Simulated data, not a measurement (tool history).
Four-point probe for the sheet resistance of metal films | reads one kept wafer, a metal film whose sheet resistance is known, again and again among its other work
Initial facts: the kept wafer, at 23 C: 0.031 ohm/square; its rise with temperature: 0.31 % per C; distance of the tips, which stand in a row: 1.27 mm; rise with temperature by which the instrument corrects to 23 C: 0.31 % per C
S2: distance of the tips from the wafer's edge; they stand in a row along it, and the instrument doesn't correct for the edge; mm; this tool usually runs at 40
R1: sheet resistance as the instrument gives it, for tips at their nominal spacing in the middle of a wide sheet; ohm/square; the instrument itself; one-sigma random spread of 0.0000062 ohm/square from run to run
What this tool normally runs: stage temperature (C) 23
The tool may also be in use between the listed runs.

Run 1, hour 0.0: usual settings. Result: R1 0.031269 ohm/square.
Run 2, hour 70.2: usual settings but S2 71 mm. Result: R1 0.031247 ohm/square.
Run 3, hour 106.8: usual settings but stage temperature (C) 33. Result: R1 0.031270 ohm/square.
Run 4, hour 176.0: usual settings but stage temperature (C) 30. Result: R1 0.031267 ohm/square.
Run 5, hour 252.1: usual settings but stage temperature (C) 30. Result: R1 0.031284 ohm/square.
Run 6, hour 320.8: usual settings but stage temperature (C) 30. Result: R1 0.031282 ohm/square.
Run 7, hour 368.7: usual settings. Result: R1 0.031299 ohm/square.
Run 8, hour 411.6: usual settings. Result: R1 0.031297 ohm/square.
Run 9, hour 474.8: usual settings. Result: R1 0.031293 ohm/square.
Run 10, hour 528.1: usual settings. Result: R1 0.031299 ohm/square.
Run 11, hour 562.4: usual settings but stage temperature (C) 34. Result: R1 0.031308 ohm/square.
Run 12, hour 597.9: usual settings but stage temperature (C) 34. Result: R1 0.031304 ohm/square.
Run 13, hour 646.7: usual settings but S2 5 mm. Result: R1 0.032344 ohm/square.
Run 14, hour 693.0: usual settings. Result: R1 0.031316 ohm/square.
Run 15, hour 758.7: usual settings. Result: R1 0.031300 ohm/square.
Run 16, hour 826.1: usual settings but stage temperature (C) 24, S2 6 mm. Result: R1 0.032038 ohm/square.
Run 17, hour 883.0: usual settings but stage temperature (C) 24, S2 6 mm. Result: R1 0.032027 ohm/square.
Run 18, hour 919.2: usual settings but stage temperature (C) 27, S2 35 mm. Result: R1 0.031324 ohm/square.
Run 19, hour 972.5: usual settings but stage temperature (C) 19, S2 65 mm. Result: R1 0.031312 ohm/square.
Run 20, hour 1026.6: usual settings but stage temperature (C) 32, S2 5 mm. Result: R1 0.032364 ohm/square.
Run 21, hour 1080.3: usual settings but S2 38 mm. Result: R1 0.031331 ohm/square.
Run 22, hour 1131.0: usual settings but stage temperature (C) 32, S2 7 mm. Result: R1 0.031862 ohm/square.
Run 23, hour 1182.9: usual settings but stage temperature (C) 32, S2 7 mm. Result: R1 0.031877 ohm/square.
Run 24, hour 1216.3: usual settings but S2 10 mm. Result: R1 0.031594 ohm/square.
Run 25, hour 1271.8: usual settings but stage temperature (C) 25, S2 33 mm. Result: R1 0.031357 ohm/square.
Run 26, hour 1327.3: usual settings but stage temperature (C) 25, S2 33 mm. Result: R1 0.031347 ohm/square.
Run 27, hour 1389.3: usual settings but stage temperature (C) 25, S2 18 mm. Result: R1 0.031422 ohm/square.
Run 28, hour 1453.3: usual settings but stage temperature (C) 25, S2 18 mm. Result: R1 0.031429 ohm/square.
Run 29, hour 1499.1: usual settings but stage temperature (C) 25, S2 18 mm. Result: R1 0.031439 ohm/square.

3 ways to go on from here, each from the tool as it stands after run 29. What would each give?
Run A, hour 1546.6: usual settings but stage temperature (C) 27, S2 74 mm. Result: R1 ?.
Run B, hour 1546.6: usual settings but stage temperature (C) 24, S2 16 mm. Result: R1 ?.
Run C, hour 1546.6: usual settings but stage temperature (C) 28, S2 21 mm. Result: R1 ?.

run        R1
  A  0.031351
  B  0.031457
  C  0.031407
Had the tool no hidden state, the same runs would have come out as:
run        R1
  A  0.031005
  B  0.031110
  C  0.031060
